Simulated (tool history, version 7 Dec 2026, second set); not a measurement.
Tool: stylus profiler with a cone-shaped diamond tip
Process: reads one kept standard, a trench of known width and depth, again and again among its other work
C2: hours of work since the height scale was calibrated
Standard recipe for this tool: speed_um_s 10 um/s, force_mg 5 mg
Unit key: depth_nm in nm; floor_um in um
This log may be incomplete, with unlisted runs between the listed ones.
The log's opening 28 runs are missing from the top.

{"run": 29, "hour": 2278.8, "speed_um_s": 37, "force_mg": 10.68, "scans with this tip": 9007, "C2": 613, "depth_nm": 1035, "floor_um": 21.05}
{"run": 30, "hour": 2354.6, "speed_um_s": 10, "force_mg": 6.5, "scans with this tip": 9744, "C2": 663, "depth_nm": 1024.91, "floor_um": 20.97}
{"run": 31, "hour": 2402.3, "speed_um_s": 10, "force_mg": 6.5, "scans with this tip": 10207, "C2": 694, "depth_nm": 1024.47, "floor_um": 20.82}
{"run": 32, "hour": 2519.9, "speed_um_s": 16, "force_mg": 12.64, "scans with this tip": 11351, "C2": 772, "depth_nm": 1039.05, "floor_um": 20.55}
{"run": 33, "hour": 2572.4, "speed_um_s": 3, "force_mg": 2.08, "scans with this tip": 11860, "C2": 807, "depth_nm": 1009.4, "floor_um": 20.44}
{"run": 34, "hour": 2688.7, "speed_um_s": 3, "force_mg": 2.08, "scans with this tip": 12991, "C2": 884, "depth_nm": 1008.75, "floor_um": 20.17}
{"run": 35, "hour": 2781.6, "speed_um_s": 3, "force_mg": 2.08, "scans with this tip": 13894, "C2": 945, "depth_nm": 1008.99, "floor_um": 19.98}
{"hour": 2849.8, "done": "new tip fitted, height scale calibrated"}
{"run": 36, "hour": 2886.9, "speed_um_s": 3, "force_mg": 9.27, "scans with this tip": 361, "C2": 25, "depth_nm": 1034.11, "floor_um": 23.98}
{"run": 37, "hour": 2935.2, "speed_um_s": 12, "force_mg": 7.61, "scans with this tip": 830, "C2": 56, "depth_nm": 1030.07, "floor_um": 23.77}
{"run": 38, "hour": 3031.8, "speed_um_s": 20, "force_mg": 7.61, "scans with this tip": 1769, "C2": 120, "depth_nm": 1029.62, "floor_um": 23.4}
{"run": 39, "hour": 3137.1, "speed_um_s": 7, "force_mg": 7.87, "scans with this tip": 2793, "C2": 190, "depth_nm": 1029.75, "floor_um": 23.12}
{"run": 40, "hour": 3195.0, "speed_um_s": 35, "force_mg": 1.79, "scans with this tip": 3356, "C2": 228, "depth_nm": 1010.65, "floor_um": 22.73}
{"run": 41, "hour": 3284.2, "speed_um_s": 4, "force_mg": 1.79, "scans with this tip": 4222, "C2": 287, "depth_nm": 1010.59, "floor_um": 22.69}
{"run": 42, "hour": 3371.8, "speed_um_s": 5, "force_mg": 8.85, "scans with this tip": 5074, "C2": 345, "depth_nm": 1032.09, "floor_um": 22.43}
{"run": 43, "hour": 3448.4, "speed_um_s": 11, "force_mg": 14.66, "scans with this tip": 5818, "C2": 396, "depth_nm": 1044.91, "floor_um": 22.14}
{"run": 44, "hour": 3544.0, "speed_um_s": 11, "force_mg": 14.66, "scans with this tip": 6748, "C2": 459, "depth_nm": 1045.41, "floor_um": 21.95}
{"run": 45, "hour": 3626.9, "speed_um_s": 11, "force_mg": 14.66, "scans with this tip": 7553, "C2": 514, "depth_nm": 1044.85, "floor_um": 21.74}
{"run": 46, "hour": 3677.2, "speed_um_s": 11, "force_mg": 14.66, "scans with this tip": 8042, "C2": 547, "depth_nm": 1044.75, "floor_um": 21.57}
{"run": 47, "hour": 3777.6, "speed_um_s": 19, "force_mg": 4.44, "scans with this tip": 9019, "C2": 613, "depth_nm": 1018.69, "floor_um": 21.23}

Consider 3 possible next runs. They are alternatives, not a sequence: every one starts from the tool as it was left by run 47. What does each give?
{"run": "A", "hour": 3854.2, "speed_um_s": 4, "force_mg": 3.45, "scans with this tip": 9763, "C2": 664, "depth_nm": "?", "floor_um": "?"}
{"run": "B", "hour": 3854.2, "speed_um_s": 25, "force_mg": 2.7, "scans with this tip": 9763, "C2": 664, "depth_nm": "?", "floor_um": "?"}
{"run": "C", "hour": 3854.2, "speed_um_s": 3, "force_mg": 8.1, "scans with this tip": 9763, "C2": 664, "depth_nm": "?", "floor_um": "?"}

run=A depth_nm=1015.62 floor_um=21.12
run=B depth_nm=1012.77 floor_um=21.06
run=C depth_nm=1028.81 floor_um=21.09
What these runs would have given with no unlogged condition in the tool:
run=A depth_nm=1017.85 floor_um=23.98
run=B depth_nm=1014.99 floor_um=23.93
run=C depth_nm=1031.07 floor_um=23.96
